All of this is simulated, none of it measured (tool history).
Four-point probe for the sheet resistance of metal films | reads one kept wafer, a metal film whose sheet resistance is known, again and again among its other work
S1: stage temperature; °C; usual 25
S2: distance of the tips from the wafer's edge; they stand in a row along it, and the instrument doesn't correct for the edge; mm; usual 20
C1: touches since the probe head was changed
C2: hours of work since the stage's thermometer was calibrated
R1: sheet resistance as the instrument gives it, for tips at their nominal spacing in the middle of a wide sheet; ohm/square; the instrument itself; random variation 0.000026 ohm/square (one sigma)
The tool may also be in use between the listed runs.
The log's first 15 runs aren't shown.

run	day	S1	S2	C1	C2	R1
16	11.850	25	20	13052	609	0.131996
17	12.588	25	20	13365	623	0.131948
18	13.125	25	20	13594	633	0.131996
19	13.746	23	14	13857	644	0.132172
20	14.667	23	14	14249	662	0.132142
21	15.808	32	32	14734	683	0.131690
22	16.892	31	21	15194	704	0.131776
23	17.721	31	21	15546	719	0.131824
24	18.338	22	47	15809	731	0.132092
25	19.158	22	47	16156	746	0.132104
26	19.858	34	70	16454	760	0.131644
27	20.888	31	4	16890	779	0.133450
28	21.912	29	23	17327	798	0.131862
29	22.504	29	23	17578	810	0.131851
30	23.304	29	23	17919	825	0.131813
31	24.408	29	23	18387	845	0.131869
32	25.488	29	23	18845	866	0.131921
33	26.054	24	9	19085	876	0.132362
34	26.912	22	20	19451	893	0.132179
35	27.775	24	20	19818	909	0.132067

Forecast each of these 3 alternatives for the next run:
A	28.362	32	9	20066	920	?
B	28.362	19	20	20066	920	?
C	28.362	29	20	20066	920	?

run	R1
A	0.132044
B	0.132276
C	0.131916
Without the tool's hidden state the same runs would have given:
run	R1
A	0.131785
B	0.132012
C	0.131656
